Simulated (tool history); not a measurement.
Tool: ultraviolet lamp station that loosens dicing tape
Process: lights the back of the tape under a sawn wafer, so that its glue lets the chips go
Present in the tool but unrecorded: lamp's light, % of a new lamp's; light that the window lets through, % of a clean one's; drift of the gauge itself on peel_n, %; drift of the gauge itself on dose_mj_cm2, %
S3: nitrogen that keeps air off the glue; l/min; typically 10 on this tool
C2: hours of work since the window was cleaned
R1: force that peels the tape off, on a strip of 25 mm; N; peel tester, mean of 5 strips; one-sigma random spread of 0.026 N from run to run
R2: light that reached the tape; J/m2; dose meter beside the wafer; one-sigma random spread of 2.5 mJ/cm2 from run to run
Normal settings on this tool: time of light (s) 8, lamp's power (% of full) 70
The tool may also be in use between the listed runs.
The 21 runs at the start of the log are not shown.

Run 22, hour 287.9: usual settings but S3 6 l/min; hours of work of the lamp 496; C2 33. Result: R1 2.577 N, R2 2320 J/m2.
Run 23, hour 307.0: usual settings but S3 6 l/min; hours of work of the lamp 510; C2 47. Result: R1 2.699 N, R2 2250 J/m2.
Run 24, hour 317.6: usual settings but time of light (s) 14, lamp's power (% of full) 84, S3 3 l/min; hours of work of the lamp 518; C2 55. Result: R1 1.326 N, R2 4780 J/m2.
Run 25, hour 331.5: usual settings but time of light (s) 14, lamp's power (% of full) 84, S3 3 l/min; hours of work of the lamp 528; C2 65. Result: R1 1.373 N, R2 4700 J/m2.
Run 26, hour 343.6: usual settings but time of light (s) 6, lamp's power (% of full) 79; hours of work of the lamp 536; C2 73. Result: R1 2.624 N, R2 1860 J/m2.
Run 27, hour 356.2: usual settings but time of light (s) 9, lamp's power (% of full) 68, S3 7 l/min; hours of work of the lamp 546; C2 82. Result: R1 2.301 N, R2 2410 J/m2.
Run 28, hour 369.9: usual settings but time of light (s) 9, lamp's power (% of full) 87, S3 7 l/min; hours of work of the lamp 555; C2 92. Result: R1 1.621 N, R2 3050 J/m2.
Run 29, hour 386.0: usual settings but time of light (s) 9, lamp's power (% of full) 87, S3 7 l/min; hours of work of the lamp 567; C2 104. Result: R1 1.707 N, R2 2940 J/m2.
Run 30, hour 405.1: usual settings but time of light (s) 9, lamp's power (% of full) 87, S3 7 l/min; hours of work of the lamp 581; C2 118. Result: R1 1.700 N, R2 2920 J/m2.
Run 31, hour 414.5: usual settings but time of light (s) 13, lamp's power (% of full) 88, S3 7 l/min; hours of work of the lamp 588; C2 125. Result: R1 0.875 N, R2 4250 J/m2.
Run 32, hour 430.3: usual settings but S3 5 l/min; hours of work of the lamp 599; C2 136. Result: R1 3.208 N, R2 2050 J/m2.
Run 33, hour 438.5: usual settings but time of light (s) 6, S3 5 l/min; hours of work of the lamp 605; C2 142. Result: R1 4.078 N, R2 1510 J/m2.

Here are 3 independent what-if runs from the current tool condition. What would each one return?
Run A, hour 457.9: usual settings but time of light (s) 6, S3 6 l/min; hours of work of the lamp 619; C2 156. Result: R1 ?, R2 ?.
Run B, hour 457.9: usual settings but time of light (s) 5, lamp's power (% of full) 98, S3 13 l/min; hours of work of the lamp 619; C2 156. Result: R1 ?, R2 ?.
Run C, hour 457.9: usual settings but time of light (s) 13, S3 5 l/min; hours of work of the lamp 619; C2 156. Result: R1 ?, R2 ?.

run     R1    R2
  A  4.093  1520
  B  2.510  1730
  C  1.842  3220
The same runs, with their run-to-run variation unchanged, on a tool lacking any hidden condition would have given:
run     R1    R2
  A  2.662  2320
  B  1.324  2660
  C  0.843  4940
